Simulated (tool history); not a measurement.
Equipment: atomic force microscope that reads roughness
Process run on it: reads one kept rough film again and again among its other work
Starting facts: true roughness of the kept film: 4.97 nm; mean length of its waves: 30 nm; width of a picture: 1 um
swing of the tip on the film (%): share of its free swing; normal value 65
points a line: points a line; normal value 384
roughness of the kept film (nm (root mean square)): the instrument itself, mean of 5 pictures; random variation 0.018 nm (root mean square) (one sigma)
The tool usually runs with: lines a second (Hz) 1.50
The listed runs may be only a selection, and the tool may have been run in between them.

run   hour  lines a second (Hz)  swing of the tip on the film (%)  points a line  roughness of the kept film (nm (root mean square))
  1    0.0                 1.50                                65            384                                               4.299
  2   18.6                 1.50                                65            384                                               4.245
  3   28.6                 1.50                                65            384                                               4.256
  4   47.3                 1.50                                65            384                                               4.223
  5   55.1                 1.50                                65            384                                               4.188
  6   67.6                 1.50                                60            384                                               4.197
  7   79.8                 1.50                                60            384                                               4.207
  8   98.5                 1.50                                60            396                                               4.163
  9  112.7                 1.50                                60            396                                               4.164
 10  123.7                 1.50                                65            384                                               4.079
 11  136.0                 1.85                                88            375                                               3.762
 12  152.9                 1.62                                78            440                                               3.907
     155.4  -- height scale calibrated on a step standard
 13  172.2                 1.45                                66            440                                               4.027
 14  187.4                 1.45                                65            314                                               3.992
 15  201.9                 1.45                                65            314                                               3.968
 16  209.7                 1.45                                65            314                                               3.950
 17  223.3                 1.45                                65            314                                               3.946
 18  231.1                 1.45                                65            921                                               3.980
 19  245.0                 1.45                                58            921                                               3.968

Below are 5 alternative next runs, each starting from the tool's condition after run 19. Predict each:
     250.2  -- height scale calibrated on a step standard, once more
     264.6  -- new tip fitted
  A  264.6                 0.81                                78            572                                                   ?
     250.2  -- height scale calibrated on a step standard, once more
     264.6  -- new tip fitted
  B  264.6                 1.85                                87            384                                                   ?
     250.2  -- height scale calibrated on a step standard, once more
     264.6  -- new tip fitted
  C  264.6                 0.86                                58            921                                                   ?
     250.2  -- height scale calibrated on a step standard, once more
     264.6  -- new tip fitted
  D  264.6                 2.68                                66            855                                                   ?
     250.2  -- height scale calibrated on a step standard, once more
     264.6  -- new tip fitted
  E  264.6                 2.19                                58            409                                                   ?

run  roughness of the kept film (nm (root mean square))
  A                                               4.300
  B                                               3.953
  C                                               4.430
  D                                               4.202
  E                                               4.338
Without the tool's unlogged condition, the same runs would have read:
run  roughness of the kept film (nm (root mean square))
  A                                               4.308
  B                                               3.960
  C                                               4.438
  D                                               4.210
  E                                               4.345

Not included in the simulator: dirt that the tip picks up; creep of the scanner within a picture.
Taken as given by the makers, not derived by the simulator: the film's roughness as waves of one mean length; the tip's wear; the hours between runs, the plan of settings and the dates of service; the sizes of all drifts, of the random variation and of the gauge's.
